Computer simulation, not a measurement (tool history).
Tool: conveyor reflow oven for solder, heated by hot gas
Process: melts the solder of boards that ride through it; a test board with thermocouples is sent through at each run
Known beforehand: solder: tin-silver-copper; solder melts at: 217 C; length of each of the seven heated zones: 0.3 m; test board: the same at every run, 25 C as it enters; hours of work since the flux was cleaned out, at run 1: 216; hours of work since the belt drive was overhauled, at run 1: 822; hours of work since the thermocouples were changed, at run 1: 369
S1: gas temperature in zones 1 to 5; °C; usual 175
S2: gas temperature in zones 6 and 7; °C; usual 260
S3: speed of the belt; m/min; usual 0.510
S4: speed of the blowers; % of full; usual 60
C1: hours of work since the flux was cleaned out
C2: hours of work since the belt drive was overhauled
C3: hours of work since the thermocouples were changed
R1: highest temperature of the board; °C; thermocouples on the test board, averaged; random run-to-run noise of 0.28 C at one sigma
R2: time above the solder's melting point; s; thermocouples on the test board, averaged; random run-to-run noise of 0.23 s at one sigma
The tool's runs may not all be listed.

run 1 day=0.000 | S1=175 S2=260 S3=0.510 S4=60 | C1=216 C2=822 C3=369 | R1=247.2 R2=50.3
run 2 day=0.542 | S1=175 S2=260 S3=0.510 S4=60 | C1=226 C2=832 C3=379 | R1=247.1 R2=50.2
run 3 day=1.650 | S1=175 S2=260 S3=0.510 S4=60 | C1=247 C2=853 C3=399 | R1=247.3 R2=50.3
run 4 day=2.771 | S1=175 S2=260 S3=0.510 S4=60 | C1=267 C2=873 C3=420 | R1=247.0 R2=50.0
run 5 day=3.800 | S1=175 S2=260 S3=0.601 S4=60 | C1=286 C2=892 C3=438 | R1=242.3 R2=37.5
run 6 day=4.333 | S1=175 S2=260 S3=0.510 S4=60 | C1=296 C2=902 C3=448 | R1=247.3 R2=50.5
-- day=5.017 flux residue cleaned out of gas plates and filters
run 7 day=5.467 | S1=175 S2=260 S3=0.510 S4=67 | C1=8 C2=919 C3=465 | R1=248.0 R2=51.6
run 8 day=6.108 | S1=175 S2=260 S3=0.435 S4=60 | C1=20 C2=931 C3=477 | R1=251.1 R2=63.6
run 9 day=6.717 | S1=175 S2=260 S3=0.435 S4=60 | C1=31 C2=942 C3=488 | R1=250.5 R2=63.9
run 10 day=7.221 | S1=175 S2=260 S3=0.435 S4=60 | C1=40 C2=951 C3=497 | R1=250.9 R2=63.6
run 11 day=7.879 | S1=175 S2=260 S3=0.567 S4=60 | C1=53 C2=963 C3=510 | R1=244.3 R2=41.8
run 12 day=8.729 | S1=175 S2=260 S3=0.510 S4=76 | C1=68 C2=979 C3=525 | R1=249.1 R2=52.7
run 13 day=9.271 | S1=175 S2=260 S3=0.510 S4=60 | C1=78 C2=989 C3=535 | R1=247.1 R2=50.6
-- day=9.612 belt drive overhauled, speed set with a stopwatch
run 14 day=10.571 | S1=175 S2=260 S3=0.510 S4=60 | C1=99 C2=18 C3=556 | R1=246.9 R2=49.8
run 15 day=11.158 | S1=175 S2=260 S3=0.510 S4=60 | C1=110 C2=28 C3=567 | R1=247.3 R2=50.3
run 16 day=12.062 | S1=175 S2=260 S3=0.568 S4=60 | C1=126 C2=45 C3=583 | R1=244.0 R2=41.8
run 17 day=12.925 | S1=175 S2=260 S3=0.568 S4=60 | C1=142 C2=61 C3=599 | R1=244.3 R2=41.5
run 18 day=13.971 | S1=175 S2=260 S3=0.568 S4=60 | C1=161 C2=80 C3=618 | R1=243.8 R2=41.6
run 19 day=14.983 | S1=166 S2=273 S3=0.549 S4=67 | C1=180 C2=99 C3=637 | R1=255.6 R2=49.3
run 20 day=16.154 | S1=166 S2=273 S3=0.549 S4=67 | C1=201 C2=120 C3=659 | R1=256.1 R2=49.3
run 21 day=17.138 | S1=175 S2=261 S3=0.418 S4=74 | C1=220 C2=138 C3=677 | R1=253.8 R2=69.8
run 22 day=18.121 | S1=175 S2=261 S3=0.418 S4=74 | C1=238 C2=156 C3=695 | R1=254.6 R2=69.9

Predict the results of run 23:
run 23 day=18.779 | S1=175 S2=261 S3=0.418 S4=74 | C1=250 C2=168 C3=707 | R1=? R2=?

{"run 23": {"R1": 254.2, "R2": 69.2}}
Were there no unlogged condition in the tool, this run, its random variation unchanged, would have produced R1 254.4 °C, R2 69.4 s.
